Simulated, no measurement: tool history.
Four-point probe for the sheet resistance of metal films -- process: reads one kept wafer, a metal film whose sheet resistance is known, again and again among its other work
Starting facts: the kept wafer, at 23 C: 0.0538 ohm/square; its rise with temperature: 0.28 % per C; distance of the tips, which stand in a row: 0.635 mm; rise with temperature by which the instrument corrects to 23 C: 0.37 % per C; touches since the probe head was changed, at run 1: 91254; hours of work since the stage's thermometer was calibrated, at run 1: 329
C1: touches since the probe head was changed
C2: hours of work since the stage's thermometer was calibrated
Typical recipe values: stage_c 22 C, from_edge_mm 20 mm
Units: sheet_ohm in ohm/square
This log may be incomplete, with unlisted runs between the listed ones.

{"run": 1, "hour": 0.0, "stage_c": 22, "from_edge_mm": 20, "C1": 91254, "C2": 329, "sheet_ohm": 0.054193}
{"run": 2, "hour": 53.0, "stage_c": 18, "from_edge_mm": 20, "C1": 93917, "C2": 359, "sheet_ohm": 0.054418}
{"run": 3, "hour": 110.9, "stage_c": 21, "from_edge_mm": 20, "C1": 96834, "C2": 392, "sheet_ohm": 0.054261}
{"run": 4, "hour": 146.9, "stage_c": 21, "from_edge_mm": 20, "C1": 98646, "C2": 412, "sheet_ohm": 0.054284}
{"run": 5, "hour": 190.6, "stage_c": 21, "from_edge_mm": 20, "C1": 100841, "C2": 437, "sheet_ohm": 0.054271}
{"run": 6, "hour": 217.6, "stage_c": 21, "from_edge_mm": 20, "C1": 102201, "C2": 452, "sheet_ohm": 0.054282}
{"run": 7, "hour": 278.2, "stage_c": 21, "from_edge_mm": 13, "C1": 105248, "C2": 486, "sheet_ohm": 0.054334}
{"run": 8, "hour": 316.8, "stage_c": 21, "from_edge_mm": 13, "C1": 107190, "C2": 508, "sheet_ohm": 0.054354}
{"run": 9, "hour": 359.7, "stage_c": 21, "from_edge_mm": 13, "C1": 109350, "C2": 533, "sheet_ohm": 0.054337}
{"run": 10, "hour": 401.3, "stage_c": 21, "from_edge_mm": 13, "C1": 111444, "C2": 556, "sheet_ohm": 0.05436}
{"run": 11, "hour": 444.7, "stage_c": 19, "from_edge_mm": 4, "C1": 113624, "C2": 581, "sheet_ohm": 0.055127}
{"run": 12, "hour": 500.0, "stage_c": 22, "from_edge_mm": 21, "C1": 116405, "C2": 612, "sheet_ohm": 0.054271}
{"run": 13, "hour": 563.3, "stage_c": 31, "from_edge_mm": 18, "C1": 119592, "C2": 648, "sheet_ohm": 0.053867}
{"run": 14, "hour": 591.5, "stage_c": 31, "from_edge_mm": 18, "C1": 121013, "C2": 664, "sheet_ohm": 0.053858}
{"run": 15, "hour": 629.1, "stage_c": 26, "from_edge_mm": 5, "C1": 122904, "C2": 685, "sheet_ohm": 0.05454}
{"run": 16, "hour": 691.6, "stage_c": 23, "from_edge_mm": 17, "C1": 126045, "C2": 721, "sheet_ohm": 0.05426}
{"run": 17, "hour": 719.0, "stage_c": 23, "from_edge_mm": 17, "C1": 127425, "C2": 736, "sheet_ohm": 0.054278}

Below are 5 alternative next runs, each starting from the tool's condition after run 17. Predict each:
{"run": "A", "hour": 754.0, "stage_c": 29, "from_edge_mm": 17, "C1": 129186, "C2": 756, "sheet_ohm": "?"}
{"run": "B", "hour": 754.0, "stage_c": 32, "from_edge_mm": 63, "C1": 129186, "C2": 756, "sheet_ohm": "?"}
{"run": "C", "hour": 754.0, "stage_c": 21, "from_edge_mm": 17, "C1": 129186, "C2": 756, "sheet_ohm": "?"}
{"run": "D", "hour": 754.0, "stage_c": 23, "from_edge_mm": 4, "C1": 129186, "C2": 756, "sheet_ohm": "?"}
{"run": "E", "hour": 754.0, "stage_c": 34, "from_edge_mm": 5, "C1": 129186, "C2": 756, "sheet_ohm": "?"}

run=A sheet_ohm=0.053997
run=B sheet_ohm=0.053805
run=C sheet_ohm=0.054383
run=D sheet_ohm=0.054964
run=E sheet_ohm=0.054179
The same runs, with their run-to-run variation unchanged, on a tool lacking any hidden condition would have given:
run=A sheet_ohm=0.053561
run=B sheet_ohm=0.053371
run=C sheet_ohm=0.053943
run=D sheet_ohm=0.05452
run=E sheet_ohm=0.053742
